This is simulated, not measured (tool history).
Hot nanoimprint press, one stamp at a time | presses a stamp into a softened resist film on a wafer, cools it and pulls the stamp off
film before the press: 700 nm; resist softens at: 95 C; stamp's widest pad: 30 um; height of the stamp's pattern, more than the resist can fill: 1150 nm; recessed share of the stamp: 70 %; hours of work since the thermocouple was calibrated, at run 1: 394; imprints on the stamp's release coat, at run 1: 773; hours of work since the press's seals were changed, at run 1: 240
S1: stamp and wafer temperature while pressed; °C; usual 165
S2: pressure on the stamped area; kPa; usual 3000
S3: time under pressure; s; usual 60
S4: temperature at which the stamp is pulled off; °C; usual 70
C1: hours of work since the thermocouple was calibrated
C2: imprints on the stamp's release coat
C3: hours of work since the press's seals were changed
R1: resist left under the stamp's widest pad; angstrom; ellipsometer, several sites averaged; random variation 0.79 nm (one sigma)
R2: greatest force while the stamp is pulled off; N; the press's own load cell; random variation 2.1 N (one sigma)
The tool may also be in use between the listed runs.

run     day   S1    S2   S3  S4   C1    C2   C3    R1   R2
  1       0  165  3000   60  70  394   773  240  3276  190
  2   1.854  165  3000   60  70  416   919  262  3275  195
  3   3.796  165  3000   60  59  439  1072  285  3270  220
  4   5.696  165  3000   60  70  462  1222  308  3251  203
      7.808  -- stamp cleaned and given a new release coat
  5     8.2  165  3000   60  70  488    31  335  3255  165
  6   10.95  174  3000   60  70  521   247  367  2154  176
  7  13.617  174  3000   60  70  553   458  399  2149  179
     15.088  -- plate thermocouple calibrated
  8  15.317  165  3000   36  70    3   581  418  4087  187
  9  17.812  165  3000   36  70   32   778  448  4085  193
 10  20.583  157  3000   60  70   66   996  481  4757  197
 11  22.746  157  3000   60  70   91  1166  507  4753  200
 12  24.633  165  3000   60  70  114  1315  529  3413  203
     25.696  -- stamp cleaned and given a new release coat
 13  26.933  165  3000   60  70  138    97  553  3418  173
 14  28.712  165  3000   60  70  159   237  575  3410  176
 15  30.788  165  3000   60  70  184   400  599  3392  184
 16  32.862  165  1970   32  70  209   564  624  4814  183
 17  35.196  165  3000  103  70  237   747  652  2766  193
 18  37.883  165  3000  103  70  269   959  684  2765  198
 19  40.804  165  3000   60  59  304  1189  719  3366  228
 20  42.108  165  3000   60  59  319  1291  734  3359  235
     43.421  -- stamp cleaned and given a new release coat
 21  43.862  167  3000   41  70  337    35  752  3533  168
 22    45.8  167  3000   41  70  360   187  775  3506  174
 23  47.875  167  3000   41  70  385   351  800  3505  179
 24  49.212  165  3000   60  70  401   456  816  3331  180
 25  50.975  167  4250   61  59  422   594  837  2604  211
 26  53.804  161  3300   41  64  456   817  871  4297  205
 27    56.5  163  3000   60  70  488  1029  903  3622  197
 28  58.383  171  3000   60  73  510  1177  925  2528  191
 29  60.575  171  3240  119  73  536  1350  951  1835  196

Forecast each of these 4 alternatives for the next run:
     61.183  -- stamp cleaned and given a new release coat
     63.538  -- plate thermocouple calibrated
  A  63.538  162  3240   86  73   0  176  982   ?   ?
     61.183  -- stamp cleaned and given a new release coat
     63.538  -- plate thermocouple calibrated
  B  63.538  168  3000   99  58   0  176  982   ?   ?
     61.183  -- stamp cleaned and given a new release coat
     63.538  -- plate thermocouple calibrated
  C  63.538  156  3240  119  65   0  176  982   ?   ?
     61.183  -- stamp cleaned and given a new release coat
     63.538  -- plate thermocouple calibrated
  D  63.538  171  3250  119  72   0  176  982   ?   ?

run    R1   R2
  A  3422  169
  B  2543  197
  C  4033  188
  D  1973  172
Without the tool's hidden state the same runs would have given:
run    R1   R2
  A  3319  165
  B  2464  192
  C  3929  183
  D  1901  168

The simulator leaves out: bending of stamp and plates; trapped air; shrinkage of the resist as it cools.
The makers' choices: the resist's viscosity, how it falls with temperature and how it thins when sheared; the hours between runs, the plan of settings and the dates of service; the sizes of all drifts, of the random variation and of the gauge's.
